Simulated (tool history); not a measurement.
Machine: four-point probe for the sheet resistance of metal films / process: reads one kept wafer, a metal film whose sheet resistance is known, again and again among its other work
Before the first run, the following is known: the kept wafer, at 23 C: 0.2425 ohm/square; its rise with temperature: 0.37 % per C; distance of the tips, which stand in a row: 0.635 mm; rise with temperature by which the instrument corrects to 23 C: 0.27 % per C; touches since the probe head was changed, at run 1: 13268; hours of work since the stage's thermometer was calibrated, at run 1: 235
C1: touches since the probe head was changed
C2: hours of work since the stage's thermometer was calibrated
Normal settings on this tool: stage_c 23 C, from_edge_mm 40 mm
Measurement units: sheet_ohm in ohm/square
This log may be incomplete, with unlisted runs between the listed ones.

run 1 hour=0 | stage_c=23 from_edge_mm=40 | C1=13268 C2=235 | sheet_ohm=0.240906
run 2 hour=11.2 | stage_c=23 from_edge_mm=40 | C1=13586 C2=243 | sheet_ohm=0.240849
run 3 hour=19.7 | stage_c=23 from_edge_mm=40 | C1=13827 C2=248 | sheet_ohm=0.240908
run 4 hour=33.3 | stage_c=23 from_edge_mm=40 | C1=14212 C2=256 | sheet_ohm=0.240923
run 5 hour=48.2 | stage_c=23 from_edge_mm=40 | C1=14635 C2=266 | sheet_ohm=0.240919
run 6 hour=56.6 | stage_c=23 from_edge_mm=40 | C1=14873 C2=271 | sheet_ohm=0.240848
run 7 hour=75.4 | stage_c=23 from_edge_mm=40 | C1=15406 C2=283 | sheet_ohm=0.240878
run 8 hour=88.7 | stage_c=23 from_edge_mm=40 | C1=15786 C2=292 | sheet_ohm=0.24094
run 9 hour=100.3 | stage_c=23 from_edge_mm=75 | C1=16114 C2=299 | sheet_ohm=0.2408
run 10 hour=111.3 | stage_c=20 from_edge_mm=40 | C1=16426 C2=306 | sheet_ohm=0.240065
run 11 hour=125.3 | stage_c=23 from_edge_mm=5 | C1=16824 C2=315 | sheet_ohm=0.24282
run 12 hour=143.8 | stage_c=23 from_edge_mm=40 | C1=17349 C2=326 | sheet_ohm=0.240843
run 13 hour=161.1 | stage_c=23 from_edge_mm=15 | C1=17839 C2=337 | sheet_ohm=0.241024
run 14 hour=173.7 | stage_c=23 from_edge_mm=15 | C1=18198 C2=345 | sheet_ohm=0.240989
run 15 hour=181.7 | stage_c=23 from_edge_mm=15 | C1=18423 C2=350 | sheet_ohm=0.241075
run 16 hour=190.9 | stage_c=23 from_edge_mm=40 | C1=18686 C2=356 | sheet_ohm=0.240774
run 17 hour=208.5 | stage_c=23 from_edge_mm=40 | C1=19184 C2=367 | sheet_ohm=0.240876
run 18 hour=227.5 | stage_c=23 from_edge_mm=40 | C1=19723 C2=379 | sheet_ohm=0.240752
run 19 hour=238.2 | stage_c=22 from_edge_mm=40 | C1=20029 C2=386 | sheet_ohm=0.240553
run 20 hour=254.3 | stage_c=23 from_edge_mm=30 | C1=20486 C2=396 | sheet_ohm=0.240806
run 21 hour=266.4 | stage_c=23 from_edge_mm=30 | C1=20829 C2=404 | sheet_ohm=0.240878
run 22 hour=278.3 | stage_c=23 from_edge_mm=40 | C1=21165 C2=411 | sheet_ohm=0.240697
run 23 hour=297.1 | stage_c=29 from_edge_mm=66 | C1=21699 C2=423 | sheet_ohm=0.242206
run 24 hour=314.6 | stage_c=34 from_edge_mm=7 | C1=22198 C2=434 | sheet_ohm=0.244437
run 25 hour=325.3 | stage_c=34 from_edge_mm=7 | C1=22500 C2=441 | sheet_ohm=0.244411
run 26 hour=340.3 | stage_c=25 from_edge_mm=4 | C1=22926 C2=450 | sheet_ohm=0.2444
run 27 hour=357.3 | stage_c=21 from_edge_mm=18 | C1=23410 C2=461 | sheet_ohm=0.240321
run 28 hour=375.8 | stage_c=27 from_edge_mm=50 | C1=23933 C2=473 | sheet_ohm=0.241697
run 29 hour=392.5 | stage_c=23 from_edge_mm=7 | C1=24407 C2=483 | sheet_ohm=0.241658
run 30 hour=407.5 | stage_c=23 from_edge_mm=7 | C1=24833 C2=493 | sheet_ohm=0.241712
run 31 hour=423.6 | stage_c=23 from_edge_mm=7 | C1=25291 C2=503 | sheet_ohm=0.241736
run 32 hour=434.5 | stage_c=23 from_edge_mm=27 | C1=25599 C2=510 | sheet_ohm=0.240708
run 33 hour=452.2 | stage_c=23 from_edge_mm=27 | C1=26102 C2=521 | sheet_ohm=0.240701
run 34 hour=465.5 | stage_c=23 from_edge_mm=27 | C1=26478 C2=529 | sheet_ohm=0.240689
run 35 hour=482.5 | stage_c=19 from_edge_mm=47 | C1=26961 C2=540 | sheet_ohm=0.239627
run 36 hour=494.2 | stage_c=19 from_edge_mm=47 | C1=27293 C2=548 | sheet_ohm=0.239632
run 37 hour=503.2 | stage_c=19 from_edge_mm=47 | C1=27551 C2=553 | sheet_ohm=0.239638
run 38 hour=521.6 | stage_c=19 from_edge_mm=47 | C1=28073 C2=565 | sheet_ohm=0.239626
run 39 hour=535.5 | stage_c=25 from_edge_mm=10 | C1=28467 C2=574 | sheet_ohm=0.241582
run 40 hour=546.5 | stage_c=33 from_edge_mm=30 | C1=28780 C2=581 | sheet_ohm=0.243109
run 41 hour=561.7 | stage_c=22 from_edge_mm=26 | C1=29210 C2=590 | sheet_ohm=0.240379
run 42 hour=580.7 | stage_c=31 from_edge_mm=11 | C1=29750 C2=602 | sheet_ohm=0.242944
run 43 hour=589.4 | stage_c=23 from_edge_mm=3 | C1=29996 C2=608 | sheet_ohm=0.246244
run 44 hour=607.8 | stage_c=19 from_edge_mm=34 | C1=30517 C2=619 | sheet_ohm=0.239573

Predict each of these 5 candidate next runs independently; none follows another, all start after run 44:
run A hour=622.1 | stage_c=18 from_edge_mm=27 | C1=30924 C2=628 | sheet_ohm=?
run B hour=622.1 | stage_c=28 from_edge_mm=49 | C1=30924 C2=628 | sheet_ohm=?
run C hour=622.1 | stage_c=31 from_edge_mm=7 | C1=30924 C2=628 | sheet_ohm=?
run D hour=622.1 | stage_c=20 from_edge_mm=33 | C1=30924 C2=628 | sheet_ohm=?
run E hour=622.1 | stage_c=21 from_edge_mm=6 | C1=30924 C2=628 | sheet_ohm=?

run=A sheet_ohm=0.239373
run=B sheet_ohm=0.241802
run=C sheet_ohm=0.243513
run=D sheet_ohm=0.239776
run=E sheet_ohm=0.241489
What these runs would have given with no unlogged condition in the tool:
run=A sheet_ohm=0.241343
run=B sheet_ohm=0.243787
run=C sheet_ohm=0.245511
run=D sheet_ohm=0.241748
run=E sheet_ohm=0.243474
